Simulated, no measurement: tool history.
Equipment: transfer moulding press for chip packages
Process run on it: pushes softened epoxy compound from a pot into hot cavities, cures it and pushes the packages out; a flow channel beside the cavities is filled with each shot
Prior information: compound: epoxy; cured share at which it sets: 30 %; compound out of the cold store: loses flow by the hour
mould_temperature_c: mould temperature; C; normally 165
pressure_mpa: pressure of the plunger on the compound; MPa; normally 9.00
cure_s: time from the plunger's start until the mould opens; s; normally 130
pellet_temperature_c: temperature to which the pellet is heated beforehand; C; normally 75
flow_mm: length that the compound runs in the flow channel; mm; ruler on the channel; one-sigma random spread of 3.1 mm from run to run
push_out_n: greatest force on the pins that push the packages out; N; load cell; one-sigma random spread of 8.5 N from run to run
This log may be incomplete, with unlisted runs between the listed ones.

run,hour,mould_temperature_c,pressure_mpa,cure_s,pellet_temperature_c,incoming compound's hours out of the cold store,flow_mm,push_out_n
1,0.0,165,9.00,130,75,16.9,854,623
# hour 3.4: cavities cleaned with cleaning compound and waxed
2,15.3,165,9.00,130,75,12.7,868,449
3,36.2,165,9.00,130,75,36.3,807,495
4,49.1,159,9.00,130,75,23.2,867,754
5,61.5,159,9.00,130,75,38.7,831,799
6,73.6,165,9.00,130,85,21.0,836,566
7,87.9,165,9.00,130,75,45.4,783,608
# hour 96.1: cavities cleaned with cleaning compound and waxed
8,110.5,165,9.30,130,75,15.4,862,437
9,129.4,165,9.30,130,75,14.8,871,522
10,146.6,172,9.00,118,75,38.4,766,482
11,166.3,172,9.00,118,75,25.8,799,522
12,178.9,172,9.00,118,75,46.9,750,524
# hour 188.6: cavities cleaned with cleaning compound and waxed
13,189.4,159,9.66,130,78,22.5,890,606

What if the next run were any one of these 4? Each begins from the tool's condition after run 13:
A,210.5,159,9.66,147,77,14.1,?,?
B,210.5,170,8.27,130,73,24.8,?,?
C,210.5,169,9.00,130,81,12.0,?,?
D,210.5,159,9.00,137,75,16.0,?,?

run,flow_mm,push_out_n
A,914,566
B,767,411
C,839,420
D,876,642
Had the tool no hidden state, the same runs would have come out as:
run,flow_mm,push_out_n
A,944,445
B,792,330
C,866,335
D,905,501
